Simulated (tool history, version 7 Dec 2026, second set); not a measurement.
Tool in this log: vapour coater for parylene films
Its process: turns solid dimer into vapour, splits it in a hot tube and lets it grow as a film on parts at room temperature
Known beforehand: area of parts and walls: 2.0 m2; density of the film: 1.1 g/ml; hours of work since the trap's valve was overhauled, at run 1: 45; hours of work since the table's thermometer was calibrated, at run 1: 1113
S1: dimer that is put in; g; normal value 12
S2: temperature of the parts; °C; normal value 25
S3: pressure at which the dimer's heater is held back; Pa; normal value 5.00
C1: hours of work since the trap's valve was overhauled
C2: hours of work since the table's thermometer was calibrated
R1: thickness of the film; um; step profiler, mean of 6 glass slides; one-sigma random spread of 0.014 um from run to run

| run | hour | S1 | S2 | S3 | C1 | C2 | R1 |
|---|---|---|---|---|---|---|---|
| 1 | 0.0 | 12 | 25 | 5.00 | 45 | 1113 | 2.46 |
| 2 | 37.3 | 12 | 25 | 5.00 | 64 | 1133 | 2.46 |
| 3 | 79.5 | 12 | 25 | 5.00 | 86 | 1154 | 2.48 |
| 4 | 161.4 | 12 | 25 | 5.00 | 128 | 1197 | 2.47 |
| 5 | 211.7 | 12 | 25 | 5.00 | 154 | 1223 | 2.45 |
| 6 | 286.0 | 12 | 25 | 5.00 | 193 | 1261 | 2.47 |
| 7 | 344.4 | 10 | 25 | 5.00 | 223 | 1291 | 2.04 |
|  | 375.6 | trap's valve overhauled |
| 8 | 403.4 | 12 | 25 | 5.00 | 14 | 1320 | 2.45 |
| 9 | 489.2 | 12 | 25 | 5.04 | 59 | 1364 | 2.48 |
| 10 | 575.8 | 12 | 25 | 5.00 | 103 | 1409 | 2.45 |
| 11 | 650.5 | 12 | 25 | 5.00 | 142 | 1448 | 2.47 |
| 12 | 697.0 | 9 | 25 | 5.00 | 166 | 1472 | 1.85 |
| 13 | 746.7 | 9 | 25 | 5.00 | 192 | 1497 | 1.85 |
| 14 | 831.4 | 12 | 25 | 5.00 | 236 | 1541 | 2.49 |
|  | 839.2 | trap's valve overhauled |
| 15 | 877.7 | 12 | 25 | 5.00 | 20 | 1563 | 2.45 |
| 16 | 916.3 | 12 | 25 | 5.72 | 40 | 1583 | 2.39 |
| 17 | 954.7 | 12 | 25 | 5.72 | 60 | 1603 | 2.41 |
| 18 | 993.7 | 12 | 25 | 5.72 | 80 | 1623 | 2.40 |
| 19 | 1071.2 | 12 | 25 | 11.44 | 120 | 1663 | 2.12 |
| 20 | 1146.8 | 12 | 25 | 5.00 | 159 | 1702 | 2.46 |
| 21 | 1229.1 | 12 | 23 | 5.00 | 202 | 1745 | 2.64 |
| 22 | 1270.7 | 19 | 25 | 5.00 | 223 | 1766 | 3.91 |
|  | 1305.7 | trap's valve overhauled |
| 23 | 1350.0 | 19 | 25 | 5.00 | 23 | 1805 | 3.88 |
| 24 | 1385.6 | 19 | 25 | 5.00 | 41 | 1824 | 3.89 |
| 25 | 1444.2 | 19 | 25 | 5.00 | 72 | 1854 | 3.91 |
| 26 | 1525.1 | 9 | 25 | 10.50 | 113 | 1896 | 1.64 |
| 27 | 1580.3 | 9 | 25 | 10.50 | 142 | 1924 | 1.63 |
| 28 | 1619.2 | 9 | 25 | 10.50 | 162 | 1944 | 1.61 |
| 29 | 1699.5 | 12 | 25 | 5.20 | 204 | 1986 | 2.45 |
| 30 | 1739.8 | 7 | 29 | 2.67 | 224 | 2007 | 1.41 |
|  | 1771.4 | trap's valve overhauled |
| 31 | 1816.9 | 12 | 18 | 7.04 | 24 | 2044 | 2.94 |
| 32 | 1865.1 | 18 | 18 | 5.00 | 48 | 2069 | 4.73 |
| 33 | 1906.1 | 6 | 21 | 7.09 | 70 | 2091 | 1.33 |
| 34 | 1963.7 | 11 | 25 | 5.00 | 99 | 2120 | 2.27 |
| 35 | 2036.9 | 14 | 35 | 5.00 | 137 | 2158 | 2.03 |
| 36 | 2105.1 | 15 | 24 | 5.00 | 173 | 2193 | 3.17 |
| 37 | 2160.7 | 15 | 24 | 5.00 | 201 | 2222 | 3.19 |
| 38 | 2228.0 | 7 | 25 | 5.00 | 236 | 2257 | 1.43 |
|  | 2239.1 | trap's valve overhauled |
| 39 | 2307.0 | 19 | 19 | 8.63 | 35 | 2296 | 4.34 |
| 40 | 2385.3 | 12 | 30 | 5.00 | 76 | 2336 | 2.08 |
|  | 2412.0 | table's thermometer calibrated |
| 41 | 2454.3 | 12 | 25 | 2.11 | 111 | 22 | 2.90 |
| 42 | 2530.2 | 5 | 34 | 9.67 | 150 | 61 | 0.66 |
| 43 | 2589.6 | 12 | 21 | 5.00 | 181 | 92 | 2.83 |
| 44 | 2656.9 | 17 | 18 | 3.30 | 215 | 127 | 4.81 |
| 45 | 2695.4 | 17 | 18 | 3.30 | 235 | 147 | 4.78 |
|  | 2704.4 | trap's valve overhauled |
| 46 | 2766.9 | 12 | 25 | 7.59 | 32 | 181 | 2.28 |
| 47 | 2816.7 | 7 | 25 | 4.70 | 58 | 207 | 1.45 |

Branching from run 47: 3 alternative next runs. What would each branch give?
| A | 2900.4 | 7 | 26 | 4.66 | 101 | 250 | ? |
| B | 2900.4 | 10 | 34 | 11.04 | 101 | 250 | ? |
| C | 2900.4 | 6 | 35 | 4.70 | 101 | 250 | ? |

| run | R1 |
|---|---|
| A | 1.39 |
| B | 1.28 |
| C | 0.89 |
What these runs would have given with no unlogged condition in the tool:
| run | R1 |
|---|---|
| A | 1.39 |
| B | 1.29 |
| C | 0.89 |
